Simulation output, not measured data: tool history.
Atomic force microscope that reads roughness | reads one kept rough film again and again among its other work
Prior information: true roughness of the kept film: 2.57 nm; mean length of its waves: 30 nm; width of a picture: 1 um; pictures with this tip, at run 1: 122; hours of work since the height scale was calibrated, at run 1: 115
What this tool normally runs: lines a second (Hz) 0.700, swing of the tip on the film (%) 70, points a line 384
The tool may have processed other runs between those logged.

| run | hour | lines a second (Hz) | swing of the tip on the film (%) | points a line | pictures with this tip | hours of work since the height scale was calibrated | roughness of the kept film (nm (root mean square)) |
|---|---|---|---|---|---|---|---|
| 1 | 0.0 | 0.700 | 70 | 384 | 122 | 115 | 2.019 |
|  | 12.3 | new tip fitted |
| 2 | 27.8 | 0.700 | 70 | 384 | 29 | 134 | 2.271 |
| 3 | 79.1 | 0.700 | 70 | 384 | 123 | 169 | 2.007 |
|  | 91.9 | new tip fitted |
| 4 | 121.2 | 0.700 | 70 | 384 | 54 | 199 | 2.199 |
|  | 170.7 | new tip fitted |
| 5 | 172.2 | 1.663 | 70 | 384 | 3 | 234 | 2.340 |
| 6 | 216.3 | 1.663 | 70 | 384 | 84 | 265 | 2.077 |
|  | 250.2 | new tip fitted |
| 7 | 252.2 | 3.952 | 70 | 384 | 3 | 289 | 2.225 |
| 8 | 285.3 | 3.952 | 70 | 384 | 65 | 313 | 2.057 |
| 9 | 327.5 | 3.952 | 70 | 384 | 142 | 342 | 1.873 |
|  | 330.8 | new tip fitted |
| 10 | 374.5 | 3.952 | 70 | 384 | 80 | 375 | 2.042 |
| 11 | 402.2 | 0.700 | 70 | 713 | 132 | 394 | 2.007 |
|  | 406.5 | height scale calibrated on a step standard |
|  | 412.8 | new tip fitted |
| 12 | 429.9 | 0.700 | 70 | 384 | 32 | 16 | 2.252 |
| 13 | 464.4 | 0.700 | 89 | 384 | 96 | 40 | 2.033 |
|  | 493.7 | new tip fitted |
| 14 | 495.5 | 0.700 | 89 | 384 | 3 | 62 | 2.302 |
| 15 | 531.0 | 0.700 | 89 | 384 | 69 | 86 | 2.100 |
| 16 | 564.6 | 1.934 | 70 | 384 | 131 | 110 | 1.946 |
|  | 568.6 | height scale calibrated on a step standard, once more |
|  | 576.8 | new tip fitted |
| 17 | 592.5 | 2.385 | 70 | 384 | 29 | 16 | 2.228 |
| 18 | 645.0 | 2.385 | 70 | 384 | 126 | 53 | 1.973 |
|  | 658.1 | new tip fitted |
| 19 | 690.8 | 2.385 | 70 | 346 | 60 | 85 | 2.132 |
| 20 | 723.0 | 2.385 | 85 | 346 | 120 | 107 | 1.909 |
|  | 738.4 | new tip fitted |
| 21 | 757.2 | 1.877 | 87 | 982 | 35 | 131 | 2.131 |
| 22 | 809.9 | 1.877 | 87 | 982 | 132 | 168 | 1.881 |
|  | 816.6 | new tip fitted |
| 23 | 843.7 | 0.593 | 87 | 982 | 50 | 191 | 2.212 |
| 24 | 891.2 | 0.700 | 61 | 1002 | 138 | 224 | 2.003 |
|  | 896.0 | new tip fitted |
| 25 | 917.9 | 0.700 | 70 | 667 | 41 | 242 | 2.281 |
| 26 | 942.8 | 1.318 | 70 | 339 | 87 | 260 | 2.113 |
|  | 976.3 | new tip fitted |
| 27 | 979.9 | 1.318 | 70 | 339 | 7 | 285 | 2.304 |
| 28 | 1015.5 | 1.318 | 70 | 339 | 72 | 310 | 2.116 |
| 29 | 1051.5 | 1.355 | 85 | 674 | 139 | 336 | 1.914 |
|  | 1057.1 | new tip fitted |
| 30 | 1090.2 | 1.598 | 89 | 384 | 61 | 362 | 2.031 |
| 31 | 1117.7 | 1.598 | 89 | 384 | 112 | 381 | 1.922 |
|  | 1136.4 | new tip fitted |
| 32 | 1163.7 | 1.598 | 89 | 384 | 50 | 413 | 2.086 |
| 33 | 1189.5 | 0.700 | 56 | 384 | 98 | 431 | 2.095 |

5 ways to go on from here, each from the tool as it stands after run 33. What would each give?
|  | 1218.1 | new tip fitted |
| A | 1239.2 | 3.713 | 58 | 389 | 39 | 466 | ? |
|  | 1218.1 | new tip fitted |
| B | 1239.2 | 0.700 | 70 | 567 | 39 | 466 | ? |
|  | 1218.1 | new tip fitted |
| C | 1239.2 | 0.823 | 56 | 437 | 39 | 466 | ? |
|  | 1218.1 | new tip fitted |
| D | 1239.2 | 3.707 | 61 | 318 | 39 | 466 | ? |
|  | 1218.1 | new tip fitted |
| E | 1239.2 | 1.584 | 67 | 384 | 39 | 466 | ? |

| run | roughness of the kept film (nm (root mean square)) |
|---|---|
| A | 2.182 |
| B | 2.264 |
| C | 2.263 |
| D | 2.171 |
| E | 2.222 |
Without the tool's hidden state the same runs would have given:
| run | roughness of the kept film (nm (root mean square)) |
|---|---|
| A | 2.323 |
| B | 2.409 |
| C | 2.409 |
| D | 2.311 |
| E | 2.365 |
